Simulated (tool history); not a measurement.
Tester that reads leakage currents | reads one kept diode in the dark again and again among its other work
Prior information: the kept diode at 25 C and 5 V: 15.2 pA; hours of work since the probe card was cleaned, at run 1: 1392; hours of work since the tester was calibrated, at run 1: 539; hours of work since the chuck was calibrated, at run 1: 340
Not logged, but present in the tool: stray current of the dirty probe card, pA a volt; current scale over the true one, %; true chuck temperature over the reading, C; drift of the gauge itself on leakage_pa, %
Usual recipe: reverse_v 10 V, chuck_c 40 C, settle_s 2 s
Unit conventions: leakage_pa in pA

| run | hour | reverse_v | chuck_c | settle_s | hours of work since the probe card was cleaned | hours of work since the tester was calibrated | hours of work since the chuck was calibrated | leakage_pa |
|---|---|---|---|---|---|---|---|---|
| 1 | 0 | 10 | 40 | 2 | 1392 | 539 | 340 | 83.95 |
| 2 | 50.4 | 10 | 40 | 2 | 1420 | 567 | 368 | 84.53 |
| 3 | 115.3 | 10 | 40 | 2 | 1456 | 604 | 404 | 84.35 |
| 4 | 148.8 | 10 | 40 | 2 | 1475 | 622 | 423 | 84.35 |
| 5 | 212.5 | 10 | 40 | 2 | 1511 | 658 | 459 | 84.56 |
| 6 | 256.4 | 10 | 40 | 2 | 1536 | 683 | 483 | 84.41 |
| 7 | 291.6 | 10 | 40 | 2.69 | 1555 | 702 | 503 | 84.64 |
| 8 | 321.2 | 10 | 40 | 2.69 | 1572 | 719 | 520 | 84.24 |
| 9 | 382.9 | 10 | 40 | 2.69 | 1607 | 754 | 554 | 84.05 |
| 10 | 432.1 | 10 | 40 | 2 | 1634 | 781 | 582 | 84.91 |
|  | 467.8 | probe card cleaned and baked |
| 11 | 471.8 | 1.3 | 22 | 1.43 | 2 | 802 | 603 | 5.46 |
| 12 | 502.3 | 1.3 | 22 | 1.43 | 19 | 819 | 620 | 5.42 |
| 13 | 531.8 | 9.8 | 24 | 1.98 | 36 | 835 | 636 | 21.81 |
|  | 561.7 | chuck's temperature calibrated |
| 14 | 595.2 | 9.8 | 24 | 1.98 | 70 | 870 | 19 | 21.84 |
| 15 | 665.8 | 1.3 | 24 | 1.08 | 110 | 909 | 58 | 6.36 |
| 16 | 704.5 | 1.3 | 24 | 1.08 | 132 | 931 | 80 | 6.37 |
| 17 | 758.9 | 10 | 50 | 0.63 | 162 | 962 | 111 | 187.01 |
| 18 | 798 | 10 | 50 | 0.63 | 184 | 984 | 133 | 188.33 |
| 19 | 862.6 | 4.5 | 33 | 0.85 | 220 | 1020 | 169 | 29.85 |

3 ways to go on from here, each from the tool as it stands after run 19. What would each give?
| A | 916.8 | 2.8 | 46 | 2.12 | 251 | 1050 | 199 | ? |
| B | 916.8 | 8.7 | 40 | 8.4 | 251 | 1050 | 199 | ? |
| C | 916.8 | 1.1 | 24 | 0.85 | 251 | 1050 | 199 | ? |

| run | leakage_pa |
|---|---|
| A | 63.43 |
| B | 77.34 |
| C | 5.94 |
Without the tool's hidden state the same runs would have given:
| run | leakage_pa |
|---|---|
| A | 63.42 |
| B | 77.33 |
| C | 5.94 |

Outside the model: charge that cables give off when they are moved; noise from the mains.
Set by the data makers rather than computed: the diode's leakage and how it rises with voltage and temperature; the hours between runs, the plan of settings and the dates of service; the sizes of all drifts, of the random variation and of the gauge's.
